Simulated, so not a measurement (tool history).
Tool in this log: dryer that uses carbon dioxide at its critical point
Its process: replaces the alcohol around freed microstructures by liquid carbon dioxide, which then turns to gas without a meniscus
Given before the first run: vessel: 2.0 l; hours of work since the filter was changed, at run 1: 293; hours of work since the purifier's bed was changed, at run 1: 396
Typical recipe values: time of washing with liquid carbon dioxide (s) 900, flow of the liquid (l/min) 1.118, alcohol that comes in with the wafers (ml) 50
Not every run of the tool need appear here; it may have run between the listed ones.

run	hour	time of washing with liquid carbon dioxide (s)	flow of the liquid (l/min)	alcohol that comes in with the wafers (ml)	hours of work since the filter was changed	hours of work since the purifier's bed was changed	alcohol left in the vessel before it's heated (ppm by volume)
1	0	900	1.118	50	293	396	148
2	24.6	780	1.118	50	307	409	224
3	53.1	780	1.118	50	323	426	230
4	101.5	780	1.118	50	351	453	233
5	144.2	900	0.89	50	375	477	315
6	181.3	960	1.118	50	396	498	148
7	207.6	900	1.118	50	411	513	171
8	258.6	900	1.118	50	440	542	188
9	293.4	900	1.118	50	460	562	192
10	339.2	900	1.118	50	486	588	199
# hour 350.6: inlet filter changed
11	390	900	1.118	47	22	616	170
12	437.9	900	1.118	28	50	643	154
13	474.8	900	1.118	28	70	664	166
14	512.3	900	1.118	28	92	685	174
15	547.6	900	1.118	50	112	706	202
16	588.3	900	1.118	50	135	729	212
17	610.1	780	1.118	50	147	741	281
18	658.6	780	1.14	50	175	768	270
19	685.1	900	1.118	29	190	783	201
20	733.5	900	1.118	29	217	811	203
21	769	900	1.118	29	237	831	205
22	818.2	900	1.118	50	265	859	227
23	867.4	900	1.118	50	293	887	245
# hour 898.4: purifier's bed changed
24	914.2	1380	0.69	22	318	9	38
25	964.4	1260	1.13	77	346	37	11
26	988	600	0.84	29	360	51	708
27	1012	600	1.03	42	373	64	558
28	1059.8	720	1.77	51	400	92	41
29	1098.1	1080	1.32	114	422	113	42
30	1131.5	1200	1.48	41	441	132	34
31	1160.6	1200	1.48	41	458	149	29
32	1196.1	960	0.88	43	478	169	184
# hour 1224.7: inlet filter changed
33	1227.1	720	1.72	59	1	186	61
34	1276.8	900	1.79	68	30	214	43
35	1313.9	900	1.118	117	51	235	169
36	1350.9	900	1.118	117	72	256	181
37	1377.6	900	0.77	50	87	271	401
38	1413.9	1020	0.69	54	107	292	388
39	1448.5	720	1.4	102	127	311	196
40	1488.5	720	1.06	102	150	334	571
41	1532.8	720	1.06	102	175	359	593
42	1556.3	1440	1.118	53	188	373	91
43	1590.9	1440	1.118	53	208	392	82
44	1613.7	900	0.73	26	221	405	302
45	1655.4	720	0.73	26	244	429	621
46	1695	720	0.73	26	267	451	618

Had the tool no unlogged condition, and each run kept its random variation, what would the results have been?
Unlogged tool condition in this case: flow that reaches the vessel past the clogged filter, %; alcohol in the recycled carbon dioxide, ppm; drift of the gauge itself on alcohol_ppm, %.
run	alcohol left in the vessel before it's heated (ppm by volume)
1	50
2	109
3	110
4	107
5	159
6	33
7	46
8	51
9	50
10	53
11	43
12	22
13	29
14	31
15	53
16	55
17	115
18	96
19	32
20	29
21	28
22	40
23	50
24	27
25	0
26	585
27	438
28	16
29	12
30	7
31	0
32	105
33	23
34	1
35	108
36	116
37	314
38	294
39	113
40	432
41	438
42	15
43	3
44	184
45	459
46	448
